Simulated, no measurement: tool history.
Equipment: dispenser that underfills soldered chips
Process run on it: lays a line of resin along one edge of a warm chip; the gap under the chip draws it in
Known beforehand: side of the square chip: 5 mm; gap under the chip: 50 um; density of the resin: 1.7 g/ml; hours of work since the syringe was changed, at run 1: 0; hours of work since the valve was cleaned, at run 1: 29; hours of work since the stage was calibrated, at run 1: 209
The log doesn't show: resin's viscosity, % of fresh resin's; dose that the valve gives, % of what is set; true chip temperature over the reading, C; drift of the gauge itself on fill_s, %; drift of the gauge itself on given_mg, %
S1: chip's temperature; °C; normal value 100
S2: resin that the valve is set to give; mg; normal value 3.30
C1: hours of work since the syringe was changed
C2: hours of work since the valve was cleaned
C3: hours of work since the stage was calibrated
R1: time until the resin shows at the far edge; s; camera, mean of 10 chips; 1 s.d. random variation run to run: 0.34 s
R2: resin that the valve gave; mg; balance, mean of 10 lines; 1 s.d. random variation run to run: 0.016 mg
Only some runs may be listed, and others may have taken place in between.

{"run": 1, "hour": 0.0, "S1": 100, "S2": 3.3, "C1": 0, "C2": 29, "C3": 209, "R1": 17.6, "R2": 3.26}
{"run": 2, "hour": 6.6, "S1": 94, "S2": 3.3, "C1": 5, "C2": 34, "C3": 213, "R1": 26.2, "R2": 3.26}
{"run": 3, "hour": 11.6, "S1": 98, "S2": 3.3, "C1": 8, "C2": 37, "C3": 217, "R1": 25.9, "R2": 3.23}
{"hour": 15.5, "done": "new syringe of resin"}
{"run": 4, "hour": 20.1, "S1": 98, "S2": 3.3, "C1": 3, "C2": 43, "C3": 222, "R1": 20.5, "R2": 3.23}
{"run": 5, "hour": 24.3, "S1": 98, "S2": 3.3, "C1": 6, "C2": 46, "C3": 225, "R1": 23.5, "R2": 3.24}
{"hour": 31.9, "done": "new syringe of resin"}
{"hour": 33.4, "done": "dispensing valve cleaned and set on the balance"}
{"run": 6, "hour": 35.1, "S1": 98, "S2": 3.3, "C1": 1, "C2": 1, "C3": 231, "R1": 19.6, "R2": 3.26}
{"run": 7, "hour": 40.1, "S1": 98, "S2": 3.3, "C1": 5, "C2": 4, "C3": 235, "R1": 22.8, "R2": 3.3}
{"run": 8, "hour": 46.4, "S1": 100, "S2": 2.88, "C1": 9, "C2": 9, "C3": 239, "R1": 26.0, "R2": 2.85}
{"hour": 49.3, "done": "new syringe of resin"}
{"run": 9, "hour": 51.0, "S1": 100, "S2": 2.88, "C1": 1, "C2": 12, "C3": 242, "R1": 19.1, "R2": 2.87}
{"run": 10, "hour": 55.7, "S1": 100, "S2": 2.88, "C1": 4, "C2": 15, "C3": 245, "R1": 21.2, "R2": 2.83}
{"run": 11, "hour": 60.5, "S1": 94, "S2": 3.68, "C1": 8, "C2": 18, "C3": 249, "R1": 28.1, "R2": 3.62}
{"hour": 65.2, "done": "new syringe of resin"}
{"run": 12, "hour": 69.1, "S1": 113, "S2": 3.6, "C1": 3, "C2": 24, "C3": 254, "R1": 11.6, "R2": 3.54}
{"run": 13, "hour": 77.9, "S1": 113, "S2": 3.6, "C1": 9, "C2": 30, "C3": 260, "R1": 15.3, "R2": 3.52}
{"hour": 81.4, "done": "new syringe of resin"}
{"run": 14, "hour": 82.2, "S1": 113, "S2": 3.6, "C1": 0, "C2": 32, "C3": 263, "R1": 12.0, "R2": 3.53}
{"run": 15, "hour": 88.6, "S1": 105, "S2": 3.17, "C1": 5, "C2": 37, "C3": 267, "R1": 18.2, "R2": 3.1}
{"run": 16, "hour": 96.9, "S1": 105, "S2": 3.17, "C1": 10, "C2": 42, "C3": 273, "R1": 22.1, "R2": 3.06}
{"hour": 97.7, "done": "new syringe of resin"}
{"run": 17, "hour": 103.6, "S1": 105, "S2": 3.17, "C1": 4, "C2": 47, "C3": 277, "R1": 18.4, "R2": 3.05}
{"run": 18, "hour": 108.4, "S1": 92, "S2": 2.91, "C1": 7, "C2": 50, "C3": 280, "R1": 33.0, "R2": 2.8}
{"hour": 110.7, "done": "dispensing valve cleaned and set on the balance"}
{"hour": 114.9, "done": "new syringe of resin"}
{"run": 19, "hour": 115.5, "S1": 92, "S2": 2.91, "C1": 0, "C2": 3, "C3": 284, "R1": 24.2, "R2": 2.91}
{"run": 20, "hour": 124.8, "S1": 102, "S2": 3.18, "C1": 7, "C2": 9, "C3": 291, "R1": 21.4, "R2": 3.16}

Alternative continuations, all from the tool just after run 20; predict every row:
{"run": "A", "hour": 129.5, "S1": 102, "S2": 3.85, "C1": 10, "C2": 12, "C3": 294, "R1": "?", "R2": "?"}
{"run": "B", "hour": 129.5, "S1": 98, "S2": 4.08, "C1": 10, "C2": 12, "C3": 294, "R1": "?", "R2": "?"}
{"run": "C", "hour": 129.5, "S1": 107, "S2": 2.93, "C1": 10, "C2": 12, "C3": 294, "R1": "?", "R2": "?"}
{"run": "D", "hour": 129.5, "S1": 113, "S2": 4.29, "C1": 10, "C2": 12, "C3": 294, "R1": "?", "R2": "?"}
{"run": "E", "hour": 129.5, "S1": 102, "S2": 3.43, "C1": 10, "C2": 12, "C3": 294, "R1": "?", "R2": "?"}

run=A R1=23.7 R2=3.82
run=B R1=27.1 R2=4.08
run=C R1=21.3 R2=2.90
run=D R1=16.8 R2=4.25
run=E R1=23.9 R2=3.42
Without the tool's unlogged condition, the same runs would have read:
run=A R1=15.2 R2=3.85
run=B R1=17.3 R2=4.11
run=C R1=13.6 R2=2.92
run=D R1=10.9 R2=4.28
run=E R1=15.4 R2=3.45

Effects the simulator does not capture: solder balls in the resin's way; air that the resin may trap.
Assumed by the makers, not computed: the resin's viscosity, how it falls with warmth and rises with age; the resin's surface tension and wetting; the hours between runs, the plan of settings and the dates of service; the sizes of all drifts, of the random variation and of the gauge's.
